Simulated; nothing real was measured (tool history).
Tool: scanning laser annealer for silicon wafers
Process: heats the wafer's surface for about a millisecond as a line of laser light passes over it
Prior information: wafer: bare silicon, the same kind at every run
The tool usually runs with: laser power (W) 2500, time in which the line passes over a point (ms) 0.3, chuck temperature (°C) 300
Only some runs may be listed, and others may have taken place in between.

run	hour	laser power (W)	time in which the line passes over a point (ms)	chuck temperature (°C)	highest temperature of the surface (°C)
1	0	2500	0.3	300	1115
2	66.3	2357	0.3	300	1054
3	117.2	2500	0.3	300	1111
4	160.8	2500	0.3	300	1114
5	198.6	2500	0.3	300	1108
# hour 253.4: window over the wafer cleaned
6	253.4	2500	0.3	300	1104
7	319.8	2500	0.3	300	1100
8	352.3	2500	0.211	300	964
9	401.1	2500	0.3	300	1101
10	460	2500	0.3	300	1096
11	518.2	2500	0.3	300	1098
# hour 525.4: window over the wafer cleaned, once more
12	580.4	2500	0.3	300	1126
13	629.3	2500	0.3	300	1127
14	685.5	2500	0.3	300	1124
15	719.1	2500	0.3	300	1123
16	769.5	2500	0.262	300	1068
17	825.5	2500	0.3	273	1096
18	894.2	2500	0.218	273	965
19	947.2	2500	0.3	300	1121
20	1011.8	2500	0.3	300	1117
21	1087.8	2500	0.334	300	1165
22	1136.7	2416	0.3	300	1078
23	1200	2749	0.3	284	1200
24	1248.8	2223	0.267	271	924
25	1294.6	2709	0.364	317	1309
# hour 1357.8: window over the wafer cleaned
26	1357.8	2363	0.37	317	1182
27	1420.1	2436	0.351	302	1173
28	1495.9	2129	0.3	321	994
29	1573.5	2129	0.3	301	975
30	1638.8	2514	0.306	301	1146
31	1691.1	2146	0.289	300	964
32	1745.6	2146	0.289	300	962
33	1816.8	2146	0.289	300	957
34	1872.1	2146	0.289	300	957
35	1927.9	2146	0.289	300	954
36	1966.3	2154	0.347	291	1016
37	2001.6	2154	0.347	291	1014
38	2048.7	2154	0.347	291	1014
39	2093.7	2632	0.328	300	1208
40	2142.4	2632	0.328	300	1207
# hour 2194.1: window over the wafer cleaned
41	2215.4	2209	0.328	300	1047
42	2292.7	2209	0.328	300	1045

3 options for the next run, each taken on its own from the tool as it stands now. Forecast them:
A	2362.6	2125	0.247	322	?
B	2362.6	2170	0.213	315	?
C	2362.6	2203	0.352	300	?

run	highest temperature of the surface (°C)
A	926
B	892
C	1067
What these runs would have given with no unlogged condition in the tool:
run	highest temperature of the surface (°C)
A	922
B	888
C	1061
